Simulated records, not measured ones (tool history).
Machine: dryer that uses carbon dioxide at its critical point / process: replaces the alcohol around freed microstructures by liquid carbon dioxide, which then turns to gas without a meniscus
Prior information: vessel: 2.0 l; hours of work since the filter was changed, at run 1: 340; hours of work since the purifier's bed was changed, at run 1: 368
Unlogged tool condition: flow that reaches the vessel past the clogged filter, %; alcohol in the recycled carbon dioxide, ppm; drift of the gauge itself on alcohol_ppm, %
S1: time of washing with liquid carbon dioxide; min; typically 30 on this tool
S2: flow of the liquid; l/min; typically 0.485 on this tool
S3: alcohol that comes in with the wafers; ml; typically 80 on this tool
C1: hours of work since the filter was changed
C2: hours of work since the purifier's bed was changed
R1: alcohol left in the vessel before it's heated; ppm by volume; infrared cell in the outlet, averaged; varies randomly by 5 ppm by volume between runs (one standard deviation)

run	hour	S1	S2	S3	C1	C2	R1
1	0.0	30	0.485	80	340	368	247
2	23.4	30	0.485	80	356	383	251
3	49.1	30	0.485	80	372	400	275
4	72.0	30	0.485	80	387	415	272
5	94.0	30	0.574	80	402	429	235
6	111.4	30	0.558	80	413	441	228
7	129.0	30	0.558	80	425	452	253
8	141.8	30	0.485	80	433	460	289
9	168.7	30	0.485	80	450	478	319
10	186.8	30	0.485	80	462	490	327
11	200.5	30	0.485	80	471	499	314
# hour 219.9: purifier's bed changed
12	227.4	30	0.485	80	487	5	94
13	249.6	30	0.408	80	501	19	265
14	265.9	21	0.485	80	512	30	591
15	292.1	21	0.485	80	529	47	624
16	314.7	30	0.706	80	543	62	37
# hour 317.4: inlet filter changed
17	330.6	30	0.706	80	9	71	35
18	355.4	30	0.343	80	25	88	353
19	378.3	30	0.485	80	40	103	89
20	395.9	30	0.485	80	51	114	85
21	417.8	30	0.485	80	65	128	98
22	430.2	48	0.485	80	73	136	56
23	447.6	48	0.485	80	85	148	84
24	459.4	48	0.485	80	92	155	74
25	475.3	46	0.315	28	103	166	98
26	501.4	23	0.344	55	120	183	811
27	523.4	34	0.599	30	134	197	92
28	550.5	27	0.624	101	152	215	116
29	562.8	33	0.485	26	160	223	111
30	575.0	33	0.485	26	168	231	115
31	588.3	30	0.485	60	176	239	144
32	613.6	37	0.485	70	193	256	119
33	637.6	26	0.358	70	209	271	675
34	657.2	24	0.372	42	221	284	513

Forecast run 35:
35	674.1	24	0.372	42	232	295	?

{"run 35": {"R1": 545}}
Were there no unlogged condition in the tool, this run, its random variation unchanged, would have produced R1 290 ppm by volume.
